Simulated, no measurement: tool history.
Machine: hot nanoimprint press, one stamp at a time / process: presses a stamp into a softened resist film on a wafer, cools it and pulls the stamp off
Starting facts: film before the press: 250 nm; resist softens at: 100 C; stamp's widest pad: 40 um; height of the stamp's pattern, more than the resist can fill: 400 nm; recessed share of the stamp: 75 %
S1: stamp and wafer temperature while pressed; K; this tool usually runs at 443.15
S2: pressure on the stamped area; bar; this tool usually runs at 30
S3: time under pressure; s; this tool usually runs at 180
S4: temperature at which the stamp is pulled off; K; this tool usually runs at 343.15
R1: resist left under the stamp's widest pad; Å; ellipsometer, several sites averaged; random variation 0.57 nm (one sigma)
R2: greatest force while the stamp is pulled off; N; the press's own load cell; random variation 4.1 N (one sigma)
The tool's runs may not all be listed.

{"run": 1, "day": 0.0, "S1": 443.15, "S2": 30, "S3": 180, "S4": 343.15, "R1": 1281, "R2": 193}
{"run": 2, "day": 0.342, "S1": 443.15, "S2": 30, "S3": 180, "S4": 343.15, "R1": 1289, "R2": 195}
{"run": 3, "day": 0.688, "S1": 443.15, "S2": 30, "S3": 180, "S4": 343.15, "R1": 1287, "R2": 198}
{"run": 4, "day": 0.975, "S1": 443.15, "S2": 30, "S3": 180, "S4": 343.15, "R1": 1294, "R2": 201}
{"run": 5, "day": 1.425, "S1": 443.15, "S2": 30, "S3": 180, "S4": 343.15, "R1": 1303, "R2": 197}
{"run": 6, "day": 1.904, "S1": 443.15, "S2": 18.4, "S3": 180, "S4": 343.15, "R1": 1558, "R2": 202}
{"run": 7, "day": 2.388, "S1": 443.15, "S2": 30, "S3": 180, "S4": 343.15, "R1": 1303, "R2": 202}
{"run": 8, "day": 2.85, "S1": 443.15, "S2": 30, "S3": 180, "S4": 343.15, "R1": 1301, "R2": 199}
{"run": 9, "day": 3.183, "S1": 443.15, "S2": 23, "S3": 180, "S4": 343.15, "R1": 1448, "R2": 204}
{"run": 10, "day": 3.458, "S1": 443.15, "S2": 23, "S3": 180, "S4": 343.15, "R1": 1447, "R2": 202}
{"run": 11, "day": 3.883, "S1": 443.15, "S2": 23, "S3": 180, "S4": 343.15, "R1": 1449, "R2": 196}
{"run": 12, "day": 4.225, "S1": 443.15, "S2": 30, "S3": 180, "S4": 343.15, "R1": 1305, "R2": 201}
{"run": 13, "day": 4.567, "S1": 443.15, "S2": 30, "S3": 180, "S4": 343.15, "R1": 1308, "R2": 201}
{"run": 14, "day": 4.821, "S1": 443.15, "S2": 30, "S3": 333, "S4": 343.15, "R1": 1037, "R2": 194}
{"run": 15, "day": 5.071, "S1": 443.15, "S2": 30, "S3": 333, "S4": 343.15, "R1": 1052, "R2": 200}
{"run": 16, "day": 5.479, "S1": 443.15, "S2": 29.2, "S3": 180, "S4": 343.15, "R1": 1333, "R2": 193}
{"run": 17, "day": 5.938, "S1": 444.15, "S2": 30, "S3": 245, "S4": 343.15, "R1": 1139, "R2": 200}
{"run": 18, "day": 6.2, "S1": 444.15, "S2": 30, "S3": 245, "S4": 343.15, "R1": 1129, "R2": 201}
{"run": 19, "day": 6.404, "S1": 443.15, "S2": 30, "S3": 148, "S4": 350.15, "R1": 1408, "R2": 181}
{"run": 20, "day": 6.767, "S1": 434.15, "S2": 22.2, "S3": 180, "S4": 333.15, "R1": 1988, "R2": 236}
{"run": 21, "day": 7.025, "S1": 443.15, "S2": 36.4, "S3": 180, "S4": 335.15, "R1": 1223, "R2": 225}
{"day": 7.312, "done": "gauge calibrated"}
{"run": 22, "day": 7.5, "S1": 444.15, "S2": 30, "S3": 180, "S4": 337.15, "R1": 1237, "R2": 217}
{"run": 23, "day": 7.842, "S1": 444.15, "S2": 30, "S3": 180, "S4": 337.15, "R1": 1242, "R2": 218}
{"run": 24, "day": 8.217, "S1": 443.15, "S2": 30, "S3": 196, "S4": 339.15, "R1": 1250, "R2": 210}
{"run": 25, "day": 8.533, "S1": 443.15, "S2": 30, "S3": 196, "S4": 339.15, "R1": 1245, "R2": 210}
{"run": 26, "day": 8.75, "S1": 443.15, "S2": 30, "S3": 134, "S4": 340.15, "R1": 1439, "R2": 204}
{"run": 27, "day": 9.067, "S1": 437.15, "S2": 30, "S3": 134, "S4": 350.15, "R1": 1790, "R2": 185}
{"run": 28, "day": 9.45, "S1": 437.15, "S2": 24.1, "S3": 134, "S4": 350.15, "R1": 1895, "R2": 183}
{"run": 29, "day": 9.812, "S1": 437.15, "S2": 24.1, "S3": 134, "S4": 350.15, "R1": 1892, "R2": 179}

Each row is a separate what-if for the run after 29, all from the same tool condition, not one after another. Results?
{"run": "A", "day": 10.288, "S1": 443.15, "S2": 30, "S3": 320, "S4": 330.15, "R1": "?", "R2": "?"}
{"run": "B", "day": 10.288, "S1": 433.15, "S2": 24.1, "S3": 319, "S4": 350.15, "R1": "?", "R2": "?"}
{"run": "C", "day": 10.288, "S1": 452.15, "S2": 31.5, "S3": 360, "S4": 350.15, "R1": "?", "R2": "?"}
{"run": "D", "day": 10.288, "S1": 437.15, "S2": 43, "S3": 292, "S4": 339.15, "R1": "?", "R2": "?"}
{"run": "E", "day": 10.288, "S1": 442.15, "S2": 30, "S3": 180, "S4": 329.15, "R1": "?", "R2": "?"}

run=A R1=1052 R2=231
run=B R1=1727 R2=179
run=C R1=646 R2=176
run=D R1=1223 R2=213
run=E R1=1357 R2=234
Had the tool no hidden state, the same runs would have come out as:
run=A R1=1041 R2=228
run=B R1=1709 R2=176
run=C R1=640 R2=174
run=D R1=1211 R2=211
run=E R1=1343 R2=231

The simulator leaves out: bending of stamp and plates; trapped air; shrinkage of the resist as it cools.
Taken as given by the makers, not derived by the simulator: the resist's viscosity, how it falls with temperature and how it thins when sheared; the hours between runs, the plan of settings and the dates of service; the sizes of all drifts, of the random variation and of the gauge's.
